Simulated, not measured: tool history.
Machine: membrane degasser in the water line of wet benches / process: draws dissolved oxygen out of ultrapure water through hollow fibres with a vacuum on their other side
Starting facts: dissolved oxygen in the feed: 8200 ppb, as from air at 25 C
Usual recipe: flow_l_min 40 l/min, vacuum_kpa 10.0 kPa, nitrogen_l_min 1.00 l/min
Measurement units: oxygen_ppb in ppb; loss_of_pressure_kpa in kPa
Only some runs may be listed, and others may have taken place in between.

run    hour  flow_l_min  vacuum_kpa  nitrogen_l_min  oxygen_ppb  loss_of_pressure_kpa
  1     0.0          40        10.0            1.00       573.9                 54.92
  2    23.2          40        10.0            1.00       577.6                 54.41
  3    70.3          40        10.0            1.00       581.4                 54.46
  4    95.7          40        10.0            1.00       575.7                 54.57
  5   120.1          40        10.0            1.00       581.3                 54.34
  6   144.7          40        10.0            1.00       579.2                 54.26
  7   185.6          40        10.0            1.00       579.7                 54.09
  8   208.9          40         6.2            1.00       299.7                 54.52
  9   254.1          31        10.0            1.00       449.6                 42.03
 10   300.2          31        10.0            1.00       448.7                 42.35
 11   342.5          31        10.0            1.00       447.6                 42.11
 12   382.6          25        10.0            1.00       367.6                 34.24
 13   431.8          40        10.0            1.00       583.4                 54.66
 14   479.7          40        10.0            1.00       579.4                 54.71
 15   503.3          40        10.8            1.00       635.3                 54.74
 16   535.8          40        10.8            1.00       636.6                 54.27
 17   573.5          26        10.8            1.00       421.5                 35.52
 18   618.8          34        17.3            0.42      1646.0                 46.11
 19   668.5          34        17.3            0.42      1647.9                 46.59
 20   706.7          34        14.7            2.30       411.0                 46.31
 21   738.9          42         8.6            0.72       618.2                 57.46
 22   784.7          35         8.6            0.86       460.4                 48.14
 23   827.4          63        10.0            1.00       984.2                 85.96
 24   850.3          63        10.0            1.00       983.2                 86.03
      879.3  -- seals of the vacuum lines changed
 25   884.8          63        10.0            1.00       988.3                 85.54
 26   909.0          47         6.4            1.00       401.5                 64.06
 27   937.8          47        10.0            0.48      1066.7                 64.42
 28   974.3          40         9.3            0.42       914.3                 54.94
 29   995.5          33        10.0            1.14       429.5                 44.93
 30  1017.8          59        10.0            1.43       757.6                 80.56
 31  1054.7          59        10.0            2.41       584.0                 80.64
 32  1088.5          59        10.0            2.41       582.6                 80.85
 33  1140.7          40        13.1            1.38       633.5                 54.49

How would selected steps in oxygen_ppb from run to run divide? Give the signed amount a tool lacking its hidden state would still show from settings, what came in and random variation, and the signed amount left for the hidden state, including any gauge scatter that is not in both of the compared results.
Hidden state present: membrane still open, %; true pressure behind the membrane over the reading, kPa; air that leaks in behind the membrane, l/min; drift of the gauge itself on oxygen_ppb, %; drift of the gauge itself on loss_of_pressure_kpa, %.
Run 17 -> 18: flow_l_min 26 -> 34, vacuum_kpa 10.8 -> 17.3, nitrogen_l_min 1.00 -> 0.42. oxygen_ppb +1224.5 ppb: hidden state -8.4, all else +1232.9.
Run 19 -> 20: vacuum_kpa 17.3 -> 14.7, nitrogen_l_min 0.42 -> 2.30. oxygen_ppb -1236.9 ppb: hidden state +8.2, all else -1245.1.
Run 26 -> 27: vacuum_kpa 6.4 -> 10.0, nitrogen_l_min 1.00 -> 0.48. oxygen_ppb +665.2 ppb: hidden state +4.5, all else +660.7.
Run 28 -> 29: flow_l_min 40 -> 33, vacuum_kpa 9.3 -> 10.0, nitrogen_l_min 0.42 -> 1.14. oxygen_ppb -484.8 ppb: hidden state -9.0, all else -475.8.
